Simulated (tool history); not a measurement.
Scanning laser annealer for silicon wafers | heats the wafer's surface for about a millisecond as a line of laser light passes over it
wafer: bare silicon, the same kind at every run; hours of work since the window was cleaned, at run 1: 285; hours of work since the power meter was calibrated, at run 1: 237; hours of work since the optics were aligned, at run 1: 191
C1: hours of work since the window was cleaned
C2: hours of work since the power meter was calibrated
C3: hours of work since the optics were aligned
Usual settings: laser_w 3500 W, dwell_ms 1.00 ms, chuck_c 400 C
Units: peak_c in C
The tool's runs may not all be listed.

{"run": 1, "hour": 0.0, "laser_w": 3500, "dwell_ms": 1.0, "chuck_c": 400, "C1": 285, "C2": 237, "C3": 191, "peak_c": 1124}
{"run": 2, "hour": 9.2, "laser_w": 3500, "dwell_ms": 1.0, "chuck_c": 400, "C1": 291, "C2": 243, "C3": 197, "peak_c": 1124}
{"run": 3, "hour": 23.0, "laser_w": 3500, "dwell_ms": 1.0, "chuck_c": 400, "C1": 300, "C2": 252, "C3": 206, "peak_c": 1122}
{"run": 4, "hour": 32.1, "laser_w": 3500, "dwell_ms": 1.0, "chuck_c": 400, "C1": 306, "C2": 258, "C3": 212, "peak_c": 1120}
{"run": 5, "hour": 38.9, "laser_w": 3500, "dwell_ms": 1.0, "chuck_c": 400, "C1": 310, "C2": 262, "C3": 216, "peak_c": 1123}
{"run": 6, "hour": 53.0, "laser_w": 3281, "dwell_ms": 1.0, "chuck_c": 376, "C1": 319, "C2": 271, "C3": 225, "peak_c": 1044}
{"run": 7, "hour": 59.2, "laser_w": 3326, "dwell_ms": 1.0, "chuck_c": 387, "C1": 323, "C2": 275, "C3": 229, "peak_c": 1067}
{"run": 8, "hour": 70.1, "laser_w": 3326, "dwell_ms": 1.0, "chuck_c": 387, "C1": 331, "C2": 282, "C3": 236, "peak_c": 1066}
{"run": 9, "hour": 83.3, "laser_w": 3769, "dwell_ms": 1.0, "chuck_c": 384, "C1": 339, "C2": 291, "C3": 244, "peak_c": 1168}
{"run": 10, "hour": 90.0, "laser_w": 3769, "dwell_ms": 1.0, "chuck_c": 384, "C1": 343, "C2": 295, "C3": 249, "peak_c": 1166}

Forecast each of these 4 alternatives for the next run:
{"run": "A", "hour": 97.6, "laser_w": 3500, "dwell_ms": 1.13, "chuck_c": 385, "C1": 348, "C2": 300, "C3": 254, "peak_c": "?"}
{"run": "B", "hour": 97.6, "laser_w": 3288, "dwell_ms": 1.0, "chuck_c": 384, "C1": 348, "C2": 300, "C3": 254, "peak_c": "?"}
{"run": "C", "hour": 97.6, "laser_w": 3500, "dwell_ms": 1.0, "chuck_c": 403, "C1": 348, "C2": 300, "C3": 254, "peak_c": "?"}
{"run": "D", "hour": 97.6, "laser_w": 3718, "dwell_ms": 1.0, "chuck_c": 400, "C1": 348, "C2": 300, "C3": 254, "peak_c": "?"}

run=A peak_c=1144
run=B peak_c=1058
run=C peak_c=1121
run=D peak_c=1172
Without the tool's hidden state the same runs would have given:
run=A peak_c=1161
run=B peak_c=1072
run=C peak_c=1137
run=D peak_c=1189
